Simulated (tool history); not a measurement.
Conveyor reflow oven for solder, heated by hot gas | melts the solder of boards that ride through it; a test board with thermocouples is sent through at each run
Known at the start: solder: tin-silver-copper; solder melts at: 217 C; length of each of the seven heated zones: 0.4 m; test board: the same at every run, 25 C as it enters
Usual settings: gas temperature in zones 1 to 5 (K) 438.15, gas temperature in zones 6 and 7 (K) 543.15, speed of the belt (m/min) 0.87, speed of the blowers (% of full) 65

run     day  gas temperature in zones 1 to 5 (K)  gas temperature in zones 6 and 7 (K)  speed of the belt (m/min)  speed of the blowers (% of full)  highest temperature of the board (K)  time above the solder's melting point (s)
  1       0                               438.15                                543.15                       0.87                                65                                525.04                                      38.87
  2   0.621                               438.15                                543.15                       0.87                                65                                525.06                                      38.84
       1.25  -- flux residue cleaned out of gas plates and filters
  3   1.525                               438.15                                543.15                       0.87                                65                                525.01                                      38.88
  4    2.55                               438.15                                537.15                       0.87                                65                                519.83                                      35.83
  5   3.508                               438.15                                533.15                       0.87                                65                                516.25                                      33.67
  6   4.404                               438.15                                533.15                       0.87                                65                                516.21                                      33.67
  7   5.104                               438.15                                543.15                       0.87                                68                                525.94                                      39.54
  8   5.538                               438.15                                543.15                       0.87                                62                                524.18                                      38.09
  9   6.042                               438.15                                543.15                       0.87                                62                                524.22                                      38.05
 10   6.546                               438.15                                543.15                      0.818                                62                                526.15                                      42.19
 11   7.133                               438.15                                543.15                      0.818                                62                                526.17                                      42.17
 12   7.675                               438.15                                543.15                      0.818                                62                                526.19                                      42.14
 13   8.712                               438.15                                543.15                      0.818                                62                                526.15                                      42.12
 14   9.158                               438.15                                542.15                      0.763                                65                                528.51                                      47.23
 15   9.883                               438.15                                543.15                      0.944                                65                                522.09                                      33.78
 16  10.912                               438.15                                543.15                        0.9                                83                                529.13                                       40.1
 17  11.517                               431.15                                543.15                        0.9                                83                                528.21                                      38.39
 18  12.275                               431.15                                539.15                      0.834                                83                                526.93                                      41.13
 19  12.792                               431.15                                539.15                      0.834                                83                                526.73                                      41.32

5 ways to go on from here, each from the tool as it stands after run 19. What would each give?
     13.358  -- flux residue cleaned out of gas plates and filters
  A  13.9                               431.15                                544.15                      0.871                                82                                     ?                                          ?
     13.358  -- flux residue cleaned out of gas plates and filters
  B  13.9                               438.15                                555.15                       0.87                                65                                     ?                                          ?
     13.358  -- flux residue cleaned out of gas plates and filters
  C  13.9                               435.15                                541.15                      0.769                                65                                     ?                                          ?
     13.358  -- flux residue cleaned out of gas plates and filters
  D  13.9                               451.15                                539.15                      0.834                                83                                     ?                                          ?
     13.358  -- flux residue cleaned out of gas plates and filters
  E  13.9                               438.15                                532.15                       0.87                                65                                     ?                                          ?

run  highest temperature of the board (K)  time above the solder's melting point (s)
  A                                529.92                                      40.51
  B                                535.75                                      43.89
  C                                526.99                                       45.1
  D                                529.33                                      47.14
  E                                515.53                                      33.05
Without the tool's hidden state the same runs would have given:
run  highest temperature of the board (K)  time above the solder's melting point (s)
  A                                529.93                                      40.51
  B                                535.76                                      43.89
  C                                   527                                       45.1
  D                                529.34                                      47.14
  E                                515.54                                      33.05

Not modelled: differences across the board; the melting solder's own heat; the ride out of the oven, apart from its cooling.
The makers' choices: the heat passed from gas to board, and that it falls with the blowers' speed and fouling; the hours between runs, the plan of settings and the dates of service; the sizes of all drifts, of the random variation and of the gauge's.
